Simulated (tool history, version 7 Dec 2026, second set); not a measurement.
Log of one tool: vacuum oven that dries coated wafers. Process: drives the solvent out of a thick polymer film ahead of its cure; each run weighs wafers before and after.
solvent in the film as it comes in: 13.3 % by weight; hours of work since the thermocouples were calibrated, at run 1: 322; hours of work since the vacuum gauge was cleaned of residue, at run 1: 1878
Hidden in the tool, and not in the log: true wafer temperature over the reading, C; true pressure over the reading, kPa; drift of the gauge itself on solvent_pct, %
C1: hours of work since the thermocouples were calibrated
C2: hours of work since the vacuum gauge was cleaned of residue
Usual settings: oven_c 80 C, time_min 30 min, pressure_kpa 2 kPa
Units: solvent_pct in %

Run 1, hour 0: usual settings; C1 322; C2 1878. Result: solvent_pct 4.66 %.
Run 2, hour 81.8: usual settings; C1 386; C2 1942. Result: solvent_pct 4.69 %.
Run 3, hour 116.4: usual settings; C1 413; C2 1970. Result: solvent_pct 4.73 %.
Run 4, hour 153.8: usual settings; C1 443; C2 1999. Result: solvent_pct 4.68 %.
Run 5, hour 225.5: usual settings but pressure_kpa 5.6 kPa; C1 499; C2 2055. Result: solvent_pct 7.19 %.
Run 6, hour 279.4: usual settings but pressure_kpa 2.53 kPa; C1 541; C2 2098. Result: solvent_pct 5.03 %.
Run 7, hour 333.2: usual settings but pressure_kpa 2.53 kPa; C1 584; C2 2140. Result: solvent_pct 5.09 %.
Run 8, hour 395.4: usual settings but pressure_kpa 2.89 kPa; C1 632; C2 2189. Result: solvent_pct 5.2 %.
At hour 431.6: oven's thermocouples calibrated.
Run 9, hour 437: usual settings but pressure_kpa 2.89 kPa; C1 4; C2 2220. Result: solvent_pct 5.43 %.
Run 10, hour 484.1: usual settings but pressure_kpa 1.43 kPa; C1 41; C2 2257. Result: solvent_pct 4.45 %.
Run 11, hour 562.5: usual settings but pressure_kpa 1.43 kPa; C1 103; C2 2318. Result: solvent_pct 4.47 %.
Run 12, hour 611.2: usual settings but pressure_kpa 1.43 kPa; C1 141; C2 2357. Result: solvent_pct 4.45 %.
Run 13, hour 654.6: usual settings but pressure_kpa 1.43 kPa; C1 175; C2 2391. Result: solvent_pct 4.44 %.
Run 14, hour 732.2: usual settings; C1 236; C2 2452. Result: solvent_pct 4.77 %.
Run 15, hour 776: usual settings; C1 270; C2 2486. Result: solvent_pct 4.93 %.
Run 16, hour 823.9: usual settings but oven_c 79 C, time_min 48 min, pressure_kpa 5.4 kPa; C1 308; C2 2524. Result: solvent_pct 6.56 %.
Run 17, hour 865.9: usual settings but pressure_kpa 1.95 kPa; C1 341; C2 2557. Result: solvent_pct 4.93 %.
Run 18, hour 918: usual settings but oven_c 72 C, time_min 29 min, pressure_kpa 2.97 kPa; C1 382; C2 2598. Result: solvent_pct 7.55 %.
At hour 926.8: oven's thermocouples calibrated, once more.
Run 19, hour 1002.4: usual settings but oven_c 72 C, time_min 29 min, pressure_kpa 2.97 kPa; C1 59; C2 2662. Result: solvent_pct 7.28 %.
At hour 1032.4: vacuum gauge cleaned of residue and calibrated.
Run 20, hour 1043.6: usual settings but oven_c 91 C, time_min 29 min, pressure_kpa 2.83 kPa; C1 91; C2 9. Result: solvent_pct 2.9 %.
Run 21, hour 1101.6: usual settings but oven_c 91 C, time_min 42 min, pressure_kpa 2.83 kPa; C1 136; C2 54. Result: solvent_pct 2.07 %.
Run 22, hour 1181.1: usual settings but oven_c 71 C, time_min 18 min, pressure_kpa 2.83 kPa; C1 199; C2 117. Result: solvent_pct 8.37 %.
Run 23, hour 1252.5: usual settings but oven_c 71 C, time_min 18 min, pressure_kpa 2.83 kPa; C1 255; C2 173. Result: solvent_pct 8.48 %.
Run 24, hour 1316.4: usual settings but oven_c 71 C, time_min 43 min, pressure_kpa 2.83 kPa; C1 305; C2 223. Result: solvent_pct 5.86 %.
Run 25, hour 1357.4: usual settings but oven_c 71 C, time_min 27 min; C1 337; C2 255. Result: solvent_pct 6.44 %.
Run 26, hour 1416.1: usual settings but oven_c 71 C, time_min 27 min; C1 383; C2 301. Result: solvent_pct 6.57 %.
Run 27, hour 1475.8: usual settings but oven_c 70 C, time_min 25 min, pressure_kpa 5.24 kPa; C1 430; C2 348. Result: solvent_pct 9.68 %.
Run 28, hour 1538.9: usual settings but oven_c 73 C, time_min 43 min, pressure_kpa 2.49 kPa; C1 480; C2 398. Result: solvent_pct 5.19 %.
Run 29, hour 1598.9: usual settings but oven_c 73 C, time_min 43 min, pressure_kpa 2.49 kPa; C1 527; C2 445. Result: solvent_pct 5.39 %.
Run 30, hour 1635.1: usual settings but oven_c 73 C, time_min 43 min, pressure_kpa 2.49 kPa; C1 555; C2 473. Result: solvent_pct 5.14 %.

Measured less the same run without the tool's hidden state. The same run-to-run variation is in both; the gauge's scatter may not be:
run  solvent_pct
  1        +0.35
  2        +0.37
  3        +0.38
  4        +0.38
  5        +0.43
  6        +0.42
  7        +0.44
  8        +0.45
  9         +0.5
 10         +0.5
 11        +0.53
 12        +0.53
 13        +0.54
 14        +0.56
 15        +0.59
 16        +0.73
 17        +0.62
 18        +0.72
 19        +0.47
 20        -0.02
 21           +0
 22        +0.02
 23        +0.03
 24        +0.06
 25        +0.07
 26        +0.08
 27        +0.11
 28        +0.13
 29        +0.15
 30        +0.16

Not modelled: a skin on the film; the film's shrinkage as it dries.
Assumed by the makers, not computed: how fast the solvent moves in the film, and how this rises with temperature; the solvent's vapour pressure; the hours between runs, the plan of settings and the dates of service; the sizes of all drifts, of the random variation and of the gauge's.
